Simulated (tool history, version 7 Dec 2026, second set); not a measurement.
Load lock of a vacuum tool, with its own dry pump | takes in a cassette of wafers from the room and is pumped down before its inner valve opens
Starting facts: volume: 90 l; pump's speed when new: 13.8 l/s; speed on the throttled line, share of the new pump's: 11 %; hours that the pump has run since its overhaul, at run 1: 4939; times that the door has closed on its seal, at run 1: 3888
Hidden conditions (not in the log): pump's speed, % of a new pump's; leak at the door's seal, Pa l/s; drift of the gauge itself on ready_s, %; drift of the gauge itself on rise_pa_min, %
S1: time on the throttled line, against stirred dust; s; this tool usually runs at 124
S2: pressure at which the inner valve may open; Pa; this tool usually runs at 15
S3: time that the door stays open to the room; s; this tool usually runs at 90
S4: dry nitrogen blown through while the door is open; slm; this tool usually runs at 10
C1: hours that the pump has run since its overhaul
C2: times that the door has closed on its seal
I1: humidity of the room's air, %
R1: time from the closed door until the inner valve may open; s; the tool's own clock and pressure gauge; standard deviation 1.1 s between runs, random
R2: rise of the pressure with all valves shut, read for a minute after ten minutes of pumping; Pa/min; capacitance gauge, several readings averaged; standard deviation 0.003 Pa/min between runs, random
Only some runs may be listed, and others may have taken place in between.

{"run": 1, "hour": 0.0, "S1": 124, "S2": 15, "S3": 90, "S4": 10, "C1": 4939, "C2": 3888, "I1": 50.7, "R1": 172.5, "R2": 0.053}
{"run": 2, "hour": 94.4, "S1": 124, "S2": 15, "S3": 90, "S4": 10, "C1": 5034, "C2": 4151, "I1": 44.2, "R1": 171.3, "R2": 0.047}
{"run": 3, "hour": 142.1, "S1": 124, "S2": 15, "S3": 90, "S4": 10, "C1": 5081, "C2": 4283, "I1": 47.1, "R1": 172.9, "R2": 0.044}
{"run": 4, "hour": 241.6, "S1": 124, "S2": 15, "S3": 90, "S4": 10, "C1": 5181, "C2": 4560, "I1": 47.0, "R1": 172.0, "R2": 0.045}
{"run": 5, "hour": 320.8, "S1": 124, "S2": 15, "S3": 215, "S4": 10, "C1": 5260, "C2": 4780, "I1": 47.4, "R1": 174.8, "R2": 0.082}
{"run": 6, "hour": 366.1, "S1": 124, "S2": 15, "S3": 29, "S4": 10, "C1": 5305, "C2": 4906, "I1": 44.5, "R1": 173.6, "R2": 0.03}
{"run": 7, "hour": 416.6, "S1": 124, "S2": 15, "S3": 90, "S4": 10, "C1": 5356, "C2": 5046, "I1": 44.5, "R1": 172.0, "R2": 0.048}
{"run": 8, "hour": 484.7, "S1": 124, "S2": 15, "S3": 90, "S4": 10, "C1": 5424, "C2": 5235, "I1": 41.6, "R1": 171.6, "R2": 0.051}
{"run": 9, "hour": 530.4, "S1": 124, "S2": 15, "S3": 141, "S4": 10, "C1": 5470, "C2": 5362, "I1": 44.1, "R1": 172.1, "R2": 0.064}
{"run": 10, "hour": 638.2, "S1": 124, "S2": 15, "S3": 141, "S4": 10, "C1": 5578, "C2": 5662, "I1": 48.0, "R1": 174.3, "R2": 0.068}
{"run": 11, "hour": 735.2, "S1": 124, "S2": 15, "S3": 141, "S4": 10, "C1": 5675, "C2": 5932, "I1": 45.9, "R1": 171.2, "R2": 0.068}
{"run": 12, "hour": 790.0, "S1": 124, "S2": 15, "S3": 141, "S4": 10, "C1": 5729, "C2": 6084, "I1": 44.7, "R1": 172.8, "R2": 0.065}
{"run": 13, "hour": 888.7, "S1": 124, "S2": 15, "S3": 90, "S4": 10, "C1": 5828, "C2": 6358, "I1": 44.0, "R1": 173.6, "R2": 0.053}
{"run": 14, "hour": 938.8, "S1": 124, "S2": 15, "S3": 90, "S4": 10, "C1": 5878, "C2": 6498, "I1": 44.0, "R1": 174.2, "R2": 0.054}
{"run": 15, "hour": 1001.3, "S1": 124, "S2": 16, "S3": 90, "S4": 10, "C1": 5941, "C2": 6672, "I1": 45.1, "R1": 170.9, "R2": 0.057}
{"run": 16, "hour": 1082.4, "S1": 124, "S2": 16, "S3": 90, "S4": 10, "C1": 6022, "C2": 6897, "I1": 47.1, "R1": 171.8, "R2": 0.056}
{"run": 17, "hour": 1189.1, "S1": 124, "S2": 16, "S3": 90, "S4": 10, "C1": 6128, "C2": 7194, "I1": 40.9, "R1": 174.0, "R2": 0.06}
{"run": 18, "hour": 1289.9, "S1": 124, "S2": 15, "S3": 60, "S4": 10, "C1": 6229, "C2": 7474, "I1": 43.4, "R1": 175.0, "R2": 0.058}
{"run": 19, "hour": 1368.9, "S1": 154, "S2": 15, "S3": 90, "S4": 10, "C1": 6308, "C2": 7694, "I1": 44.0, "R1": 199.7, "R2": 0.062}
{"run": 20, "hour": 1433.2, "S1": 154, "S2": 15, "S3": 90, "S4": 10, "C1": 6373, "C2": 7872, "I1": 44.0, "R1": 201.0, "R2": 0.061}
{"run": 21, "hour": 1517.7, "S1": 154, "S2": 15, "S3": 90, "S4": 10, "C1": 6457, "C2": 8107, "I1": 43.8, "R1": 199.5, "R2": 0.06}
{"run": 22, "hour": 1599.6, "S1": 154, "S2": 15, "S3": 90, "S4": 10, "C1": 6539, "C2": 8335, "I1": 44.5, "R1": 199.1, "R2": 0.064}
{"run": 23, "hour": 1704.4, "S1": 124, "S2": 15, "S3": 27, "S4": 6, "C1": 6644, "C2": 8626, "I1": 45.6, "R1": 172.7, "R2": 0.058}
{"run": 24, "hour": 1754.2, "S1": 105, "S2": 17, "S3": 90, "S4": 4, "C1": 6694, "C2": 8764, "I1": 43.1, "R1": 155.4, "R2": 0.084}
{"run": 25, "hour": 1864.5, "S1": 105, "S2": 13, "S3": 42, "S4": 4, "C1": 6804, "C2": 9071, "I1": 47.0, "R1": 158.2, "R2": 0.071}
{"run": 26, "hour": 1909.1, "S1": 124, "S2": 15, "S3": 90, "S4": 19, "C1": 6848, "C2": 9195, "I1": 47.0, "R1": 175.7, "R2": 0.055}
{"run": 27, "hour": 1958.2, "S1": 64, "S2": 15, "S3": 81, "S4": 10, "C1": 6898, "C2": 9332, "I1": 45.2, "R1": 120.1, "R2": 0.067}
{"run": 28, "hour": 2034.4, "S1": 115, "S2": 12, "S3": 90, "S4": 10, "C1": 6974, "C2": 9543, "I1": 43.0, "R1": 167.2, "R2": 0.075}
{"run": 29, "hour": 2095.6, "S1": 115, "S2": 17, "S3": 215, "S4": 10, "C1": 7035, "C2": 9714, "I1": 47.4, "R1": 163.9, "R2": 0.097}
{"run": 30, "hour": 2142.5, "S1": 115, "S2": 17, "S3": 215, "S4": 10, "C1": 7082, "C2": 9844, "I1": 43.1, "R1": 164.9, "R2": 0.092}
{"run": 31, "hour": 2194.1, "S1": 107, "S2": 17, "S3": 214, "S4": 10, "C1": 7133, "C2": 9987, "I1": 42.6, "R1": 158.0, "R2": 0.098}
{"run": 32, "hour": 2269.6, "S1": 66, "S2": 19, "S3": 33, "S4": 40, "C1": 7209, "C2": 10197, "I1": 41.4, "R1": 122.8, "R2": 0.049}
{"run": 33, "hour": 2370.4, "S1": 80, "S2": 16, "S3": 33, "S4": 40, "C1": 7310, "C2": 10478, "I1": 45.8, "R1": 133.6, "R2": 0.05}
{"run": 34, "hour": 2431.0, "S1": 80, "S2": 22, "S3": 33, "S4": 40, "C1": 7370, "C2": 10646, "I1": 46.5, "R1": 132.3, "R2": 0.057}
{"run": 35, "hour": 2515.2, "S1": 80, "S2": 22, "S3": 33, "S4": 40, "C1": 7455, "C2": 10880, "I1": 41.8, "R1": 131.7, "R2": 0.056}
{"run": 36, "hour": 2598.3, "S1": 80, "S2": 27, "S3": 85, "S4": 40, "C1": 7538, "C2": 11111, "I1": 47.8, "R1": 132.0, "R2": 0.061}
{"run": 37, "hour": 2680.6, "S1": 81, "S2": 15, "S3": 90, "S4": 10, "C1": 7620, "C2": 11340, "I1": 47.2, "R1": 135.4, "R2": 0.082}
{"run": 38, "hour": 2779.7, "S1": 196, "S2": 13, "S3": 90, "S4": 31, "C1": 7719, "C2": 11615, "I1": 42.9, "R1": 238.2, "R2": 0.067}

What would each run have given without the hidden state, its run-to-run variation left as it was?
run=1 R1=168.4 R2=0.040
run=2 R1=167.2 R2=0.034
run=3 R1=168.7 R2=0.031
run=4 R1=167.8 R2=0.030
run=5 R1=170.5 R2=0.066
run=6 R1=169.3 R2=0.014
run=7 R1=167.7 R2=0.031
run=8 R1=167.3 R2=0.033
run=9 R1=167.7 R2=0.046
run=10 R1=169.8 R2=0.048
run=11 R1=166.7 R2=0.048
run=12 R1=168.2 R2=0.043
run=13 R1=168.9 R2=0.031
run=14 R1=169.5 R2=0.031
run=15 R1=166.3 R2=0.033
run=16 R1=167.1 R2=0.031
run=17 R1=169.2 R2=0.034
run=18 R1=170.0 R2=0.030
run=19 R1=195.1 R2=0.034
run=20 R1=196.3 R2=0.032
run=21 R1=194.8 R2=0.030
run=22 R1=194.3 R2=0.032
run=23 R1=167.5 R2=0.024
run=24 R1=150.0 R2=0.049
run=25 R1=152.5 R2=0.036
run=26 R1=170.2 R2=0.020
run=27 R1=113.8 R2=0.030
run=28 R1=161.4 R2=0.036
run=29 R1=158.3 R2=0.059
run=30 R1=159.4 R2=0.052
run=31 R1=152.3 R2=0.057
run=32 R1=116.5 R2=0.008
run=33 R1=127.4 R2=0.006
run=34 R1=126.3 R2=0.013
run=35 R1=125.6 R2=0.010
run=36 R1=125.9 R2=0.015
run=37 R1=128.8 R2=0.034
run=38 R1=233.1 R2=0.017

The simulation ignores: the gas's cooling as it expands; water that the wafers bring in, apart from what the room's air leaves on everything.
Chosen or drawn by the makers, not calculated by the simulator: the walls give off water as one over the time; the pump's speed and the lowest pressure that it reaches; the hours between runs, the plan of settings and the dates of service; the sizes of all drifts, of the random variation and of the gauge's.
